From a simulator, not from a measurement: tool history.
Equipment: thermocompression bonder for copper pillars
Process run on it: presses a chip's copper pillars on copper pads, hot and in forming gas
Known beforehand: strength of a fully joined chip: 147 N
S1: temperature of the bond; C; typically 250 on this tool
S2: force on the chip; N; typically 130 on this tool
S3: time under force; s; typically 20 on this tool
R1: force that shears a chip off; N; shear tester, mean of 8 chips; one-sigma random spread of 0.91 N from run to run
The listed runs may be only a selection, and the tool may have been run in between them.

| run | hour | S1 | S2 | S3 | R1 |
|---|---|---|---|---|---|
| 1 | 0 | 250 | 130 | 20 | 71.6 |
|  | 8.6 | forming gas filter changed |
| 2 | 69.7 | 254 | 130 | 20 | 83.2 |
| 3 | 126.4 | 254 | 130 | 20 | 81.6 |
| 4 | 168.2 | 254 | 130 | 20 | 79.2 |
| 5 | 229.6 | 254 | 130 | 20 | 79 |
| 6 | 277.9 | 254 | 130 | 14 | 69 |
| 7 | 320.1 | 250 | 151 | 20 | 84.5 |
| 8 | 372.9 | 250 | 151 | 20 | 79.8 |
| 9 | 427.4 | 250 | 95 | 19 | 55.9 |
| 10 | 464.6 | 250 | 132 | 23 | 75.1 |
|  | 528.4 | forming gas filter changed |
| 11 | 538.1 | 250 | 132 | 23 | 83.3 |
| 12 | 602.6 | 250 | 139 | 20 | 84.3 |
| 13 | 657.8 | 250 | 139 | 20 | 83.8 |
| 14 | 690.2 | 263 | 139 | 20 | 93.3 |

Table of differences, measured result less the result of that run with no hidden state. Run-to-run variation is the same in both. Gauge scatter possibly is not:
Hidden state present: true temperature of the bond over the reading, C; force that reaches the chip, % of what is set; oxide that the forming gas leaves, % of the face; drift of the gauge itself on shear_n, %.
| run | R1 |
|---|---|
| 1 | -4.6 |
| 2 | +1.7 |
| 3 | +0.8 |
| 4 | +0.2 |
| 5 | -0.6 |
| 6 | -1 |
| 7 | -2.2 |
| 8 | -2.9 |
| 9 | -2.1 |
| 10 | -4.1 |
| 11 | +3.8 |
| 12 | +3 |
| 13 | +2.2 |
| 14 | +1.1 |
